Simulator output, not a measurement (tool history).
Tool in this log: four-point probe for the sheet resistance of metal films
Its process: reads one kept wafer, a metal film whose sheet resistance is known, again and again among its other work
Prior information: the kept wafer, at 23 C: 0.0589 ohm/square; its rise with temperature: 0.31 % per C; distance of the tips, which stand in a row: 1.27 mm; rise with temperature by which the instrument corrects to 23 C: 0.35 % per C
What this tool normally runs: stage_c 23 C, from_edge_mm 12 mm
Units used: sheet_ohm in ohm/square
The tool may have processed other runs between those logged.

run	hour	stage_c	from_edge_mm	sheet_ohm
1	0.0	23	12	0.059713
2	50.7	23	12	0.059666
3	117.1	23	12	0.059694
4	173.0	23	12	0.059696
5	228.5	23	12	0.059699
6	265.3	23	12	0.059706
7	305.7	23	12	0.059710
8	354.2	23	12	0.059703
9	404.5	23	8	0.060158
10	433.7	32	12	0.059538
11	495.9	32	12	0.059546
# hour 519.6: stage's thermometer calibrated
12	557.4	32	12	0.059566
13	624.1	32	12	0.059598
14	662.1	23	12	0.059789
15	717.7	23	12	0.059796
16	750.0	23	12	0.059793
17	797.1	23	12	0.059825
18	861.2	23	12	0.059830
19	898.7	23	18	0.059609
20	948.0	23	18	0.059620
21	999.7	23	18	0.059621
22	1027.3	32	8	0.060075
23	1066.1	32	8	0.060064
24	1120.4	19	14	0.059834
25	1172.8	19	14	0.059820
26	1220.3	20	5	0.061565
27	1273.3	24	5	0.061444
28	1322.1	31	8	0.060125
29	1354.6	29	28	0.059427

5 options for the next run, each taken on its own from the tool as it stands now. Forecast them:
A	1402.2	23	5	?
B	1402.2	23	45	?
C	1402.2	29	13	?
D	1402.2	22	14	?
E	1402.2	23	9	?

run	sheet_ohm
A	0.061481
B	0.059492
C	0.059652
D	0.059770
E	0.060142
Take away the tool's hidden state, keep each run's random variation, and the runs would have read:
run	sheet_ohm
A	0.060867
B	0.058896
C	0.059054
D	0.059171
E	0.059540

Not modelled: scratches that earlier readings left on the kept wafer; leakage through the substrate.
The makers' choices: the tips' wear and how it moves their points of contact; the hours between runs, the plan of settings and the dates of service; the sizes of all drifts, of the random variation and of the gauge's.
